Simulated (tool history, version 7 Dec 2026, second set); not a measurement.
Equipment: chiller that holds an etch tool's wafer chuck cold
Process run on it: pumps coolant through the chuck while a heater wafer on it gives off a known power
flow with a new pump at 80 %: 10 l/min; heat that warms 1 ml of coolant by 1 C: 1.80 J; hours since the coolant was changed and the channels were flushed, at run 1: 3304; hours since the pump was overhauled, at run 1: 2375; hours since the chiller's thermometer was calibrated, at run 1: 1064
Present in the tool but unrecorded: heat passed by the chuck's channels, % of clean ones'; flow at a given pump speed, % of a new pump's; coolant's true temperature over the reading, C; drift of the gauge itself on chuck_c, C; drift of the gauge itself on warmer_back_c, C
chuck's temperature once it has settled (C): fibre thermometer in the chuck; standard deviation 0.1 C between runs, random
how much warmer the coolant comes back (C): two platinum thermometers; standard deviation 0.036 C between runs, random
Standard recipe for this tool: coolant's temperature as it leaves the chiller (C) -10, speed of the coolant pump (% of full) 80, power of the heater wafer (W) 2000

run,day,coolant's temperature as it leaves the chiller (C),speed of the coolant pump (% of full),power of the heater wafer (W),hours since the coolant was changed and the channels were flushed,hours since the pump was overhauled,hours since the chiller's thermometer was calibrated,chuck's temperature once it has settled (C),how much warmer the coolant comes back (C)
1,0,-10,80,2000,3304,2375,1064,9.7,6.71
2,2.358,-10,80,2000,3361,2431,1120,9.7,6.61
3,4.992,-7,80,2000,3424,2494,1184,12.7,6.58
4,6.933,-7,80,2000,3471,2541,1230,12.7,6.64
5,8.483,-10,80,2000,3508,2578,1267,9.6,6.63
6,9.979,-10,88,2000,3544,2614,1303,8.4,5.95
7,11.6,-10,88,2000,3583,2653,1342,8.7,5.97
8,12.796,-10,71,2000,3611,2682,1371,11.4,7.49
9,15.308,-12,80,2000,3672,2742,1431,7.7,6.58
10,16.792,-10,89,2000,3707,2778,1467,8.5,5.88
11,18.379,-10,89,2000,3745,2816,1505,8.6,5.8
12,19.821,-10,80,2000,3780,2850,1539,9.8,6.54
13,21.379,-10,80,2000,3817,2888,1577,9.6,6.51
14,23.029,-10,80,2000,3857,2927,1616,9.8,6.53
15,24.188,-10,80,2000,3885,2955,1644,9.6,6.51
16,26.583,-10,80,2000,3942,3013,1702,9.7,6.48
17,27.988,-10,80,2000,3976,3046,1735,9.7,6.48
18,29.462,-9,63,2000,4011,3082,1771,13.9,8.31
19,31.692,-10,75,2000,4065,3135,1824,10.7,6.94
20,33.904,-10,75,2000,4118,3188,1877,10.5,6.95
21,35.683,-10,75,2000,4161,3231,1920,10.4,6.82
22,36.838,-18,97,2000,4188,3259,1948,-0.3,5.27
23,38.492,-1,99,2018,4228,3298,1988,16.6,5.18
24,40.183,-1,99,2018,4269,3339,2028,16.5,5.13
25,41.754,-1,99,2018,4306,3377,2066,16.4,5.05
26,43.662,-1,64,2862,4352,3422,2112,31.5,11.75
27,46.233,-8,64,2862,4414,3484,2173,24.5,11.67
28,47.804,-8,64,2862,4452,3522,2211,24.6,11.72
29,49.812,-8,64,2862,4500,3570,2259,24.5,11.65
30,51.617,-12,64,1877,4543,3613,2302,9.3,7.49
31,53.338,-9,67,1877,4584,3655,2344,11.6,7.19

Here are 5 independent what-if runs from the current tool condition. What would each one return?
A,55.283,-10,80,1254,4631,3701,2390,?,?
B,55.283,-17,65,1137,4631,3701,2390,?,?
C,55.283,-9,67,2519,4631,3701,2390,?,?
D,55.283,-10,92,2000,4631,3701,2390,?,?
E,55.283,-11,80,2000,4631,3701,2390,?,?

run,chuck's temperature once it has settled (C),how much warmer the coolant comes back (C)
A,2.2,3.85
B,-4.1,4.35
C,18.7,9.75
D,8.1,5.36
E,8.8,6.29
Without the tool's unlogged condition, the same runs would have read:
run,chuck's temperature once it has settled (C),how much warmer the coolant comes back (C)
A,2.2,4.22
B,-4.1,4.72
C,18.6,10.12
D,8.1,5.73
E,8.8,6.66

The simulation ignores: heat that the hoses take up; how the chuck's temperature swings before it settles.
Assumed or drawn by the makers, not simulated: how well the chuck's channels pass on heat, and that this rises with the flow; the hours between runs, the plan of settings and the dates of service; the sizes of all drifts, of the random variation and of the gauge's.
